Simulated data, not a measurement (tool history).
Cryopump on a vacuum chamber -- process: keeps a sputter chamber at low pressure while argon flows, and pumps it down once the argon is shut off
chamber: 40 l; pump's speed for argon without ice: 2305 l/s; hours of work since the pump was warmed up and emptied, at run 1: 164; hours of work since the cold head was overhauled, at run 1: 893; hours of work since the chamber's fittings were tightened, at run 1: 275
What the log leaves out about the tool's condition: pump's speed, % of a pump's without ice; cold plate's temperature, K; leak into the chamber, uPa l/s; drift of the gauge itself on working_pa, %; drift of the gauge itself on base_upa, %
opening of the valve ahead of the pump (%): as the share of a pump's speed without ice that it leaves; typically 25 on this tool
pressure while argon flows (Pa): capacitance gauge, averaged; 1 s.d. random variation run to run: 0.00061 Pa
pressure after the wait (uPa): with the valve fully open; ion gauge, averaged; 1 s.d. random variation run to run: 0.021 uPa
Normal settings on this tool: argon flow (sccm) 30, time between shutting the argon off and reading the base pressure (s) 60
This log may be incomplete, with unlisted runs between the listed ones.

run	hour	argon flow (sccm)	time between shutting the argon off and reading the base pressure (s)	opening of the valve ahead of the pump (%)	hours of work since the pump was warmed up and emptied	hours of work since the cold head was overhauled	hours of work since the chamber's fittings were tightened	pressure while argon flows (Pa)	pressure after the wait (uPa)
1	0.0	30	60	25	164	893	275	0.0909	0.71
2	42.0	30	60	24	183	913	295	0.0947	0.72
3	113.0	30	60	24	217	946	328	0.0957	0.74
4	144.1	30	271	25	231	960	343	0.0915	0.46
5	216.1	30	60	25	265	994	376	0.0932	0.83
6	279.1	30	60	25	294	1023	406	0.0938	0.75
7	329.0	30	60	25	318	1047	429	0.0936	0.81
8	401.7	53	60	25	352	1081	463	0.1680	0.81
# hour 415.1: pump warmed up, emptied and cooled again
9	469.3	53	60	25	25	1110	492	0.1563	0.76
10	501.6	53	60	25	40	1125	507	0.1581	0.80
11	551.3	53	60	25	64	1148	531	0.1574	0.75
12	595.8	53	60	25	85	1169	551	0.1589	0.81
13	669.3	57	60	25	119	1204	586	0.1696	0.82
14	707.7	57	60	25	137	1221	604	0.1714	0.84
15	775.5	32	183	21	169	1253	635	0.1160	0.60
16	827.3	19	161	25	193	1277	660	0.0578	0.64
17	891.7	15	292	28	223	1308	690	0.0406	0.61
18	963.2	30	23	25	256	1341	723	0.0926	1.55
19	1027.5	43	60	29	286	1371	753	0.1160	0.95
20	1057.2	31	201	21	300	1385	767	0.1142	0.71
21	1090.7	30	60	23	316	1401	783	0.1009	0.95
22	1163.9	30	56	26	350	1435	817	0.0922	1.07
# hour 1177.9: pump warmed up, emptied and cooled again
23	1212.6	23	87	26	16	1455	838	0.0652	0.74
24	1247.1	35	42	26	32	1471	854	0.1011	1.09
25	1318.2	35	42	26	66	1505	887	0.0995	1.10
26	1363.8	22	262	20	87	1526	908	0.0816	0.71

Alternative continuations, all from the tool just after run 26; predict every row:
A	1409.5	43	22	17	108	1547	930	?	?
B	1409.5	20	174	43	108	1547	930	?	?
C	1409.5	21	109	25	108	1547	930	?	?
D	1409.5	22	262	21	108	1547	930	?	?
E	1409.5	22	262	15	108	1547	930	?	?

run	pressure while argon flows (Pa)	pressure after the wait (uPa)
A	0.1889	1.61
B	0.0353	0.75
C	0.0636	0.82
D	0.0781	0.67
E	0.1090	0.67
With the hidden condition removed and each run's random variation left untouched, the same runs would have given:
run	pressure while argon flows (Pa)	pressure after the wait (uPa)
A	0.1858	1.15
B	0.0338	0.28
C	0.0621	0.34
D	0.0765	0.20
E	0.1074	0.19
